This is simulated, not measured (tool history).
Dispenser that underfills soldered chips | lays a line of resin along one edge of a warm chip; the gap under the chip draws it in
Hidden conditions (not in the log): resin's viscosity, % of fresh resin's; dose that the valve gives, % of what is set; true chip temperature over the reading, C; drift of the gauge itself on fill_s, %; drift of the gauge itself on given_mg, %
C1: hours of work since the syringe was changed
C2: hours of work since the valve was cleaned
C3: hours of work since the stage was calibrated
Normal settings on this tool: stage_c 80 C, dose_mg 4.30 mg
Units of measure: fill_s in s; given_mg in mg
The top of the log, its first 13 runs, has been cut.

{"run": 14, "hour": 73.4, "stage_c": 80, "dose_mg": 4.3, "C1": 8, "C2": 23, "C3": 229, "fill_s": 9.5, "given_mg": 4.25}
{"hour": 76.5, "done": "new syringe of resin"}
{"run": 15, "hour": 80.7, "stage_c": 80, "dose_mg": 4.3, "C1": 3, "C2": 29, "C3": 235, "fill_s": 7.6, "given_mg": 4.23}
{"run": 16, "hour": 87.4, "stage_c": 80, "dose_mg": 4.3, "C1": 8, "C2": 34, "C3": 240, "fill_s": 9.4, "given_mg": 4.22}
{"hour": 90.2, "done": "new syringe of resin"}
{"run": 17, "hour": 93.6, "stage_c": 75, "dose_mg": 4.3, "C1": 3, "C2": 38, "C3": 244, "fill_s": 9.2, "given_mg": 4.16}
{"hour": 98.1, "done": "dispensing valve cleaned and set on the balance"}
{"run": 18, "hour": 101.5, "stage_c": 75, "dose_mg": 4.3, "C1": 8, "C2": 3, "C3": 249, "fill_s": 11.6, "given_mg": 4.3}
{"hour": 104.9, "done": "new syringe of resin"}
{"run": 19, "hour": 105.3, "stage_c": 79, "dose_mg": 5.33, "C1": 0, "C2": 5, "C3": 252, "fill_s": 6.5, "given_mg": 5.28}
{"run": 20, "hour": 108.4, "stage_c": 71, "dose_mg": 5.46, "C1": 3, "C2": 8, "C3": 254, "fill_s": 10.2, "given_mg": 5.43}
{"run": 21, "hour": 115.1, "stage_c": 71, "dose_mg": 4.61, "C1": 8, "C2": 13, "C3": 259, "fill_s": 12.8, "given_mg": 4.54}
{"hour": 118.9, "done": "new syringe of resin"}
{"run": 22, "hour": 121.4, "stage_c": 71, "dose_mg": 4.61, "C1": 2, "C2": 17, "C3": 264, "fill_s": 9.6, "given_mg": 4.56}
{"run": 23, "hour": 126.1, "stage_c": 66, "dose_mg": 3.79, "C1": 5, "C2": 21, "C3": 267, "fill_s": 13.7, "given_mg": 3.73}
{"hour": 132.6, "done": "new syringe of resin"}
{"run": 24, "hour": 132.7, "stage_c": 85, "dose_mg": 3.88, "C1": 0, "C2": 25, "C3": 272, "fill_s": 5.4, "given_mg": 3.82}
{"run": 25, "hour": 137.4, "stage_c": 83, "dose_mg": 4.07, "C1": 4, "C2": 29, "C3": 276, "fill_s": 7.0, "given_mg": 3.99}
{"run": 26, "hour": 143.2, "stage_c": 76, "dose_mg": 5.34, "C1": 8, "C2": 33, "C3": 280, "fill_s": 11.0, "given_mg": 5.2}
{"hour": 146.4, "done": "new syringe of resin"}
{"run": 27, "hour": 147.9, "stage_c": 80, "dose_mg": 5.2, "C1": 1, "C2": 37, "C3": 283, "fill_s": 6.9, "given_mg": 5.08}
{"hour": 154.5, "done": "dispensing valve cleaned and set on the balance"}
{"run": 28, "hour": 154.6, "stage_c": 82, "dose_mg": 5.46, "C1": 5, "C2": 0, "C3": 288, "fill_s": 8.3, "given_mg": 5.44}
{"run": 29, "hour": 158.6, "stage_c": 94, "dose_mg": 4.67, "C1": 8, "C2": 3, "C3": 291, "fill_s": 6.2, "given_mg": 4.65}
{"hour": 161.4, "done": "new syringe of resin"}
{"run": 30, "hour": 163.2, "stage_c": 81, "dose_mg": 5.03, "C1": 1, "C2": 6, "C3": 294, "fill_s": 6.6, "given_mg": 4.99}
{"run": 31, "hour": 167.2, "stage_c": 84, "dose_mg": 4.04, "C1": 4, "C2": 9, "C3": 297, "fill_s": 6.8, "given_mg": 4.01}
{"run": 32, "hour": 171.5, "stage_c": 74, "dose_mg": 4.13, "C1": 8, "C2": 13, "C3": 300, "fill_s": 11.1, "given_mg": 4.07}
{"hour": 175.4, "done": "new syringe of resin"}
{"run": 33, "hour": 175.6, "stage_c": 80, "dose_mg": 4.3, "C1": 0, "C2": 16, "C3": 303, "fill_s": 6.4, "given_mg": 4.27}
{"run": 34, "hour": 179.4, "stage_c": 76, "dose_mg": 4.19, "C1": 3, "C2": 18, "C3": 306, "fill_s": 7.7, "given_mg": 4.12}
{"run": 35, "hour": 186.2, "stage_c": 84, "dose_mg": 4.32, "C1": 8, "C2": 24, "C3": 311, "fill_s": 8.5, "given_mg": 4.23}

Below are 4 alternative next runs, each starting from the tool's condition after run 35. Predict each:
{"hour": 189.3, "done": "new syringe of resin"}
{"run": "A", "hour": 190.6, "stage_c": 88, "dose_mg": 4.3, "C1": 1, "C2": 27, "C3": 314, "fill_s": "?", "given_mg": "?"}
{"hour": 189.3, "done": "new syringe of resin"}
{"run": "B", "hour": 190.6, "stage_c": 91, "dose_mg": 3.86, "C1": 1, "C2": 27, "C3": 314, "fill_s": "?", "given_mg": "?"}
{"hour": 189.3, "done": "new syringe of resin"}
{"run": "C", "hour": 190.6, "stage_c": 67, "dose_mg": 5.43, "C1": 1, "C2": 27, "C3": 314, "fill_s": "?", "given_mg": "?"}
{"hour": 189.3, "done": "new syringe of resin"}
{"run": "D", "hour": 190.6, "stage_c": 87, "dose_mg": 4.32, "C1": 1, "C2": 27, "C3": 314, "fill_s": "?", "given_mg": "?"}

run=A fill_s=4.6 given_mg=4.21
run=B fill_s=5.1 given_mg=3.77
run=C fill_s=9.9 given_mg=5.31
run=D fill_s=4.9 given_mg=4.24
Without the tool's unlogged condition, the same runs would have read:
run=A fill_s=4.7 given_mg=4.29
run=B fill_s=5.1 given_mg=3.84
run=C fill_s=10.2 given_mg=5.42
run=D fill_s=5.0 given_mg=4.33
